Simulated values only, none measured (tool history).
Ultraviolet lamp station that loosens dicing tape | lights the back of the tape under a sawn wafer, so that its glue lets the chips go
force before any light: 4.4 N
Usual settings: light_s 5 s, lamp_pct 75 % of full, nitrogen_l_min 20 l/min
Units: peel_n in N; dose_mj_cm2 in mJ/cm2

Run 1, day 0: usual settings. Result: peel_n 0.411 N, dose_mj_cm2 326 mJ/cm2.
At day 0.283: window cleaned of glue's vapour.
Run 2, day 0.538: usual settings. Result: peel_n 0.323 N, dose_mj_cm2 388 mJ/cm2.
Run 3, day 0.767: usual settings. Result: peel_n 0.304 N, dose_mj_cm2 385 mJ/cm2.
Run 4, day 1.292: usual settings but light_s 2 s. Result: peel_n 1.271 N, dose_mj_cm2 152 mJ/cm2.
Run 5, day 1.804: usual settings but light_s 2 s, nitrogen_l_min 8 l/min. Result: peel_n 1.65 N, dose_mj_cm2 152 mJ/cm2.
Run 6, day 2.267: usual settings but light_s 4 s. Result: peel_n 0.484 N, dose_mj_cm2 303 mJ/cm2.
Run 7, day 2.646: usual settings but nitrogen_l_min 27 l/min. Result: peel_n 0.303 N, dose_mj_cm2 384 mJ/cm2.
Run 8, day 3.067: usual settings but nitrogen_l_min 27 l/min. Result: peel_n 0.298 N, dose_mj_cm2 382 mJ/cm2.
Run 9, day 3.35: usual settings but light_s 8 s. Result: peel_n 0.197 N, dose_mj_cm2 604 mJ/cm2.
Run 10, day 3.812: usual settings but light_s 8 s. Result: peel_n 0.199 N, dose_mj_cm2 602 mJ/cm2.
Run 11, day 4.183: usual settings. Result: peel_n 0.345 N, dose_mj_cm2 376 mJ/cm2.
Run 12, day 4.583: usual settings but nitrogen_l_min 10 l/min. Result: peel_n 0.453 N, dose_mj_cm2 380 mJ/cm2.
Run 13, day 5.025: usual settings but nitrogen_l_min 7 l/min. Result: peel_n 0.546 N, dose_mj_cm2 371 mJ/cm2.
Run 14, day 5.454: usual settings but nitrogen_l_min 7 l/min. Result: peel_n 0.545 N, dose_mj_cm2 376 mJ/cm2.
Run 15, day 5.725: usual settings but lamp_pct 78 % of full, nitrogen_l_min 15 l/min. Result: peel_n 0.357 N, dose_mj_cm2 378 mJ/cm2.
Run 16, day 5.958: usual settings but lamp_pct 65 % of full, nitrogen_l_min 40 l/min. Result: peel_n 0.373 N, dose_mj_cm2 314 mJ/cm2.
Run 17, day 6.362: usual settings but lamp_pct 65 % of full, nitrogen_l_min 40 l/min. Result: peel_n 0.364 N, dose_mj_cm2 313 mJ/cm2.
Run 18, day 6.783: usual settings but light_s 6 s, nitrogen_l_min 6 l/min. Result: peel_n 0.427 N, dose_mj_cm2 434 mJ/cm2.
Run 19, day 7.117: usual settings but lamp_pct 65 % of full. Result: peel_n 0.468 N, dose_mj_cm2 315 mJ/cm2.
Run 20, day 7.412: usual settings but lamp_pct 100 % of full, nitrogen_l_min 29 l/min. Result: peel_n 0.231 N, dose_mj_cm2 485 mJ/cm2.
Run 21, day 7.833: usual settings but lamp_pct 100 % of full, nitrogen_l_min 29 l/min. Result: peel_n 0.23 N, dose_mj_cm2 485 mJ/cm2.
Run 22, day 8.179: usual settings but lamp_pct 61 % of full, nitrogen_l_min 31 l/min. Result: peel_n 0.434 N, dose_mj_cm2 289 mJ/cm2.
Run 23, day 8.642: usual settings but lamp_pct 94 % of full, nitrogen_l_min 31 l/min. Result: peel_n 0.234 N, dose_mj_cm2 453 mJ/cm2.
Run 24, day 8.979: usual settings but light_s 3 s, lamp_pct 64 % of full, nitrogen_l_min 12 l/min. Result: peel_n 1.243 N, dose_mj_cm2 179 mJ/cm2.
Run 25, day 9.412: usual settings but light_s 3 s, lamp_pct 64 % of full, nitrogen_l_min 12 l/min. Result: peel_n 1.261 N, dose_mj_cm2 183 mJ/cm2.
Run 26, day 9.675: usual settings but light_s 3 s, lamp_pct 64 % of full, nitrogen_l_min 12 l/min. Result: peel_n 1.232 N, dose_mj_cm2 182 mJ/cm2.

The same runs without the tool's hidden state, with the same run-to-run variation:
The hidden state here: lamp's light, % of a new lamp's; light that the window lets through, % of a clean one's; drift of the gauge itself on peel_n, %; drift of the gauge itself on dose_mj_cm2, %.
run  peel_n  dose_mj_cm2
  1   0.308          393
  2    0.31          398
  3    0.29          397
  4   1.221          157
  5   1.589          158
  6   0.451          317
  7   0.283          403
  8   0.276          402
  9   0.191          637
 10   0.192          639
 11   0.314          400
 12   0.406          405
 13   0.485          398
 14   0.481          405
 15   0.316          409
 16    0.33          340
 17   0.319          341
 18    0.37          473
 19   0.403          345
 20   0.214          533
 21   0.212          535
 22   0.368          320
 23    0.21          504
 24   1.083          200
 25   1.095          205
 26   1.064          205

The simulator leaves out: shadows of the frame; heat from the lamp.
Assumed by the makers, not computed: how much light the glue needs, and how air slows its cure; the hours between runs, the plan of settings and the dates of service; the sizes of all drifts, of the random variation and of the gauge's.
